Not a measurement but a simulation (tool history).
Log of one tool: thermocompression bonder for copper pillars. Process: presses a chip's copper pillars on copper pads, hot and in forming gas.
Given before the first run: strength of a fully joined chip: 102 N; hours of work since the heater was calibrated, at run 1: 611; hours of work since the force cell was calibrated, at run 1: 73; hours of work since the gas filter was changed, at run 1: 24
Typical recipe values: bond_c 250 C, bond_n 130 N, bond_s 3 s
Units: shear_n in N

run	hour	bond_c	bond_n	bond_s	hours of work since the heater was calibrated	hours of work since the force cell was calibrated	hours of work since the gas filter was changed	shear_n
1	0	250	130	3	611	73	24	57.1
2	7.5	250	130	3	616	78	29	57.2
3	15	232	130	3	621	83	34	44.4
4	22.4	222	130	3	626	88	39	37.4
5	28.9	250	130	3	630	93	44	56.8
6	34.5	250	130	3	634	97	48	56.2
7	41	261	130	3	639	101	52	63.4
8	45.7	261	130	4	642	104	55	69.9
9	50.9	261	130	4	646	108	59	69.9
10	57.2	250	79	3	650	112	63	32.6
11	65.8	250	79	3	656	118	69	32.5
12	71.8	250	169	3	660	122	73	70.1
13	76.5	250	169	3	663	125	77	70.3
14	82.1	250	169	3	667	129	80	69.4
15	89.2	274	169	3	672	134	85	85.2
# hour 91.6: heater calibrated with a thermocouple chip
16	98.7	235	130	3	5	139	90	42.9
17	102.5	266	105	5	8	142	93	62.8
18	108	250	130	2	11	146	97	46.2
19	111.9	250	130	2	14	148	100	46.8
20	120.4	250	130	2	20	154	105	46.2
21	124.6	271	177	2	23	157	108	74.8
# hour 130: heater calibrated with a thermocouple chip, once more
22	131.2	271	177	2	1	160	111	81.1
23	138	271	177	2	5	165	116	79.9
24	145.1	268	100	5	10	170	121	65.9
25	153.1	268	100	5	16	175	127	65.7
# hour 159.1: forming gas filter changed
26	159.7	223	90	4	20	180	0	30.9
27	167.2	223	90	4	25	185	6	29.7
28	170.9	260	129	2	28	187	8	59.1

Each row is a separate what-if for the run after 28, all from the same tool condition, not one after another. Results?
A	177	250	96	3	32	192	12	?
B	177	243	78	5	32	192	12	?
C	177	273	111	3	32	192	12	?
D	177	250	168	4	32	192	12	?
E	177	249	130	3	32	192	12	?

run	shear_n
A	45.2
B	38.7
C	68.4
D	78.6
E	59.8
With the hidden condition removed and each run's random variation left untouched, the same runs would have given:
run	shear_n
A	46.2
B	39.6
C	69.7
D	79.8
E	61
